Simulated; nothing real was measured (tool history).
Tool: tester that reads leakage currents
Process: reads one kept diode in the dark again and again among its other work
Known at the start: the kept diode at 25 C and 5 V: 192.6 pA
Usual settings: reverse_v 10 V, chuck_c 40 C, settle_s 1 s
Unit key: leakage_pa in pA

{"run": 1, "hour": 0.0, "reverse_v": 10, "chuck_c": 40, "settle_s": 1, "leakage_pa": 747.29}
{"run": 2, "hour": 40.6, "reverse_v": 10, "chuck_c": 25, "settle_s": 1, "leakage_pa": 240.97}
{"run": 3, "hour": 76.0, "reverse_v": 10, "chuck_c": 25, "settle_s": 1, "leakage_pa": 238.47}
{"hour": 110.7, "done": "probe card cleaned and baked"}
{"run": 4, "hour": 148.8, "reverse_v": 10, "chuck_c": 40, "settle_s": 4.71, "leakage_pa": 728.12}
{"run": 5, "hour": 207.8, "reverse_v": 10, "chuck_c": 40, "settle_s": 1.2, "leakage_pa": 721.36}
{"run": 6, "hour": 248.4, "reverse_v": 10, "chuck_c": 40, "settle_s": 1.2, "leakage_pa": 716.26}
{"run": 7, "hour": 301.7, "reverse_v": 10, "chuck_c": 40, "settle_s": 1, "leakage_pa": 709.8}
{"run": 8, "hour": 351.1, "reverse_v": 10.4, "chuck_c": 40, "settle_s": 1, "leakage_pa": 717.77}
{"hour": 369.1, "done": "chuck's temperature calibrated"}
{"run": 9, "hour": 420.6, "reverse_v": 10.4, "chuck_c": 40, "settle_s": 1, "leakage_pa": 791.8}
{"run": 10, "hour": 490.7, "reverse_v": 10.4, "chuck_c": 40, "settle_s": 1, "leakage_pa": 783.27}
{"run": 11, "hour": 530.3, "reverse_v": 10, "chuck_c": 40, "settle_s": 1, "leakage_pa": 767.1}
{"run": 12, "hour": 559.9, "reverse_v": 10, "chuck_c": 40, "settle_s": 1, "leakage_pa": 758.31}
{"run": 13, "hour": 613.3, "reverse_v": 4.6, "chuck_c": 40, "settle_s": 1, "leakage_pa": 566.17}
{"run": 14, "hour": 680.2, "reverse_v": 10, "chuck_c": 40, "settle_s": 3.67, "leakage_pa": 748.47}
{"run": 15, "hour": 742.7, "reverse_v": 10, "chuck_c": 40, "settle_s": 3.67, "leakage_pa": 736.25}
{"run": 16, "hour": 789.5, "reverse_v": 10, "chuck_c": 40, "settle_s": 1, "leakage_pa": 732.28}
{"run": 17, "hour": 848.8, "reverse_v": 10, "chuck_c": 40, "settle_s": 1, "leakage_pa": 730.35}
{"run": 18, "hour": 889.1, "reverse_v": 10, "chuck_c": 40, "settle_s": 2.13, "leakage_pa": 724.81}
{"run": 19, "hour": 956.5, "reverse_v": 10, "chuck_c": 40, "settle_s": 2.13, "leakage_pa": 713.7}
{"run": 20, "hour": 997.3, "reverse_v": 2.4, "chuck_c": 23, "settle_s": 2.57, "leakage_pa": 112.12}
{"run": 21, "hour": 1060.1, "reverse_v": 2.4, "chuck_c": 23, "settle_s": 2.57, "leakage_pa": 111.03}
{"run": 22, "hour": 1094.8, "reverse_v": 10, "chuck_c": 38, "settle_s": 0.32, "leakage_pa": 618.49}
{"run": 23, "hour": 1139.6, "reverse_v": 10, "chuck_c": 38, "settle_s": 0.32, "leakage_pa": 615.73}
{"hour": 1167.8, "done": "chuck's temperature calibrated"}
{"run": 24, "hour": 1173.3, "reverse_v": 10, "chuck_c": 38, "settle_s": 0.32, "leakage_pa": 698.92}
{"run": 25, "hour": 1205.6, "reverse_v": 2, "chuck_c": 38, "settle_s": 8.01, "leakage_pa": 373.1}
{"run": 26, "hour": 1252.2, "reverse_v": 10, "chuck_c": 52, "settle_s": 1, "leakage_pa": 1835.15}
{"run": 27, "hour": 1301.2, "reverse_v": 10, "chuck_c": 52, "settle_s": 1, "leakage_pa": 1813.16}
{"run": 28, "hour": 1347.7, "reverse_v": 16.6, "chuck_c": 52, "settle_s": 2.66, "leakage_pa": 2174.68}
{"run": 29, "hour": 1393.6, "reverse_v": 16.6, "chuck_c": 52, "settle_s": 2.66, "leakage_pa": 2170.55}
{"run": 30, "hour": 1423.8, "reverse_v": 10, "chuck_c": 52, "settle_s": 1, "leakage_pa": 1781.98}
{"run": 31, "hour": 1470.8, "reverse_v": 10, "chuck_c": 40, "settle_s": 7.87, "leakage_pa": 759.53}
{"run": 32, "hour": 1534.9, "reverse_v": 10, "chuck_c": 35, "settle_s": 1, "leakage_pa": 525.48}
{"run": 33, "hour": 1587.2, "reverse_v": 1.7, "chuck_c": 22, "settle_s": 2.67, "leakage_pa": 95.59}
{"run": 34, "hour": 1625.4, "reverse_v": 1.7, "chuck_c": 30, "settle_s": 2.67, "leakage_pa": 180.07}
{"run": 35, "hour": 1678.2, "reverse_v": 3.2, "chuck_c": 41, "settle_s": 1.12, "leakage_pa": 521.11}
{"hour": 1712.3, "done": "probe card cleaned and baked"}
{"run": 36, "hour": 1734.8, "reverse_v": 3.2, "chuck_c": 41, "settle_s": 1.12, "leakage_pa": 515.23}
{"run": 37, "hour": 1788.3, "reverse_v": 3.2, "chuck_c": 48, "settle_s": 1.12, "leakage_pa": 841.88}
{"run": 38, "hour": 1827.0, "reverse_v": 10, "chuck_c": 45, "settle_s": 1.1, "leakage_pa": 1029.8}

The logged runs with the hidden state left out (each run's random variation unchanged):
Hidden conditions of the tool in this case: stray current of the dirty probe card, pA a volt; current scale over the true one, %; true chuck temperature over the reading, C; drift of the gauge itself on leakage_pa, %.
run=1 leakage_pa=792.08
run=2 leakage_pa=253.29
run=3 leakage_pa=251.96
run=4 leakage_pa=795.39
run=5 leakage_pa=794.05
run=6 leakage_pa=793.18
run=7 leakage_pa=791.59
run=8 leakage_pa=805.92
run=9 leakage_pa=810.23
run=10 leakage_pa=809.17
run=11 leakage_pa=796.98
run=12 leakage_pa=791.06
run=13 leakage_pa=595.86
run=14 leakage_pa=793.01
run=15 leakage_pa=787.49
run=16 leakage_pa=788.7
run=17 leakage_pa=793.36
run=18 leakage_pa=791.9
run=19 leakage_pa=786.96
run=20 leakage_pa=125.35
run=21 leakage_pa=125.28
run=22 leakage_pa=693.26
run=23 leakage_pa=694.76
run=24 leakage_pa=696.37
run=25 leakage_pa=375.04
run=26 leakage_pa=1855.95
run=27 leakage_pa=1844.89
run=28 leakage_pa=2222.77
run=29 leakage_pa=2232.18
run=30 leakage_pa=1842.77
run=31 leakage_pa=788.85
run=32 leakage_pa=549.32
run=33 leakage_pa=101.3
run=34 leakage_pa=192.44
run=35 leakage_pa=559.86
run=36 leakage_pa=560.43
run=37 leakage_pa=919.71
run=38 leakage_pa=1132.14
